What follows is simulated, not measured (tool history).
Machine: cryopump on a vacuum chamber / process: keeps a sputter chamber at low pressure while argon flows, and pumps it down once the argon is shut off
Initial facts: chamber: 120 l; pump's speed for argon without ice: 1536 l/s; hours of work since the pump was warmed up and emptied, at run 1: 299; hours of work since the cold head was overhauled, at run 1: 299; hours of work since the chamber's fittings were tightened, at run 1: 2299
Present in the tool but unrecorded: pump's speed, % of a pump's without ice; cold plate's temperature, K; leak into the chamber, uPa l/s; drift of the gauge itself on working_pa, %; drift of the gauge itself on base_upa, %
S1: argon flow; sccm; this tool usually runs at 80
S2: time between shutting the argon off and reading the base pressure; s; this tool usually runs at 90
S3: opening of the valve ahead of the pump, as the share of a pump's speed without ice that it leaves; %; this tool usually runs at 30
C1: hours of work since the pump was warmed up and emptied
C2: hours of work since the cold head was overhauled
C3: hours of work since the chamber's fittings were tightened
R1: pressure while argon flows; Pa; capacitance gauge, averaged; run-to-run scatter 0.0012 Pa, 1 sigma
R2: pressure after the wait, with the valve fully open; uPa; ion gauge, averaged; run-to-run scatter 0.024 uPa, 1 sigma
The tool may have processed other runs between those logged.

run,hour,S1,S2,S3,C1,C2,C3,R1,R2
1,0,80,90,30,299,299,2299,0.2984,2.42
2,29.4,80,90,53,319,319,2318,0.1708,2.52
3,56.4,80,90,53,336,336,2335,0.1717,2.47
4,80.2,80,90,53,352,352,2351,0.1716,2.46
5,129.6,80,90,53,384,384,2383,0.1713,2.53
6,173.9,80,90,30,413,413,2412,0.2999,2.53
7,221.6,80,90,30,444,444,2444,0.3023,2.54
8,269.7,80,90,30,476,476,2475,0.3001,2.6
9,303.5,80,90,30,498,498,2497,0.2987,2.6
10,359.3,80,90,30,534,534,2534,0.3035,2.67
11,413.7,80,101,30,570,570,2569,0.3017,2.58
12,438.8,80,101,30,586,586,2586,0.3026,2.68
13,485.6,80,101,30,617,617,2616,0.3033,2.62
14,535.2,80,101,30,650,650,2649,0.3053,2.73
15,574.8,80,90,30,676,676,2675,0.3043,2.83
16,606.8,80,90,30,696,696,2696,0.3032,2.81
17,630.7,80,90,28,712,712,2711,0.3256,2.87
18,655.6,62,158,17,728,728,2728,0.4092,2.51
19,687.1,64,158,17,749,749,2748,0.4228,2.59
20,733.3,62,200,29,779,779,2778,0.2462,2.57
21,766.6,90,68,29,801,801,2800,0.3574,3.18
22,794.6,90,68,29,819,819,2819,0.3541,3.15
23,836.7,37,37,50,847,847,2846,0.0878,3.91
24,876.3,121,143,21,873,873,2872,0.6564,2.76
25,911.4,80,150,18,896,896,2895,0.5047,2.83
26,964.4,80,150,18,930,930,2930,0.5004,2.79
# hour 1004: leaking fittings of the chamber tightened, without venting
27,1007.4,80,150,18,957,957,2,0.5049,0.63
28,1047.3,148,270,38,983,983,28,0.4599,0.5
29,1104.5,148,270,38,1021,1021,66,0.4605,0.57
30,1129.4,80,25,30,1037,1037,82,0.3112,2.64
31,1167.2,46,25,46,1062,1062,107,0.1208,2.78
32,1195.2,46,25,46,1080,1080,125,0.1202,2.7
33,1243.5,46,25,46,1112,1112,157,0.121,2.71

Selected run-to-run steps in R1, each split into two signed amounts: the part the tool would show with no hidden state at all (from settings, incoming material and random variation), and the remainder, which goes to the hidden state together with any gauge scatter not common to the measured and the hidden-state-free results:
Run 22 -> 23: S1 90 -> 37, S2 68 -> 37, S3 29 -> 50. R1 -0.2663 Pa: hidden state -0.0086, all else -0.2577.
Run 23 -> 24: S1 37 -> 121, S2 37 -> 143, S3 50 -> 21. R1 +0.5686 Pa: hidden state +0.0153, all else +0.5533.
Run 27 -> 28: S1 80 -> 148, S2 150 -> 270, S3 18 -> 38. R1 -0.045 Pa: hidden state +0.0144, all else -0.0594.
Run 29 -> 30: S1 148 -> 80, S2 270 -> 25, S3 38 -> 30. R1 -0.1493 Pa: hidden state -0.0142, all else -0.1351.
Run 30 -> 31: S1 80 -> 46, S3 30 -> 46. R1 -0.1904 Pa: hidden state -0.0072, all else -0.1832.
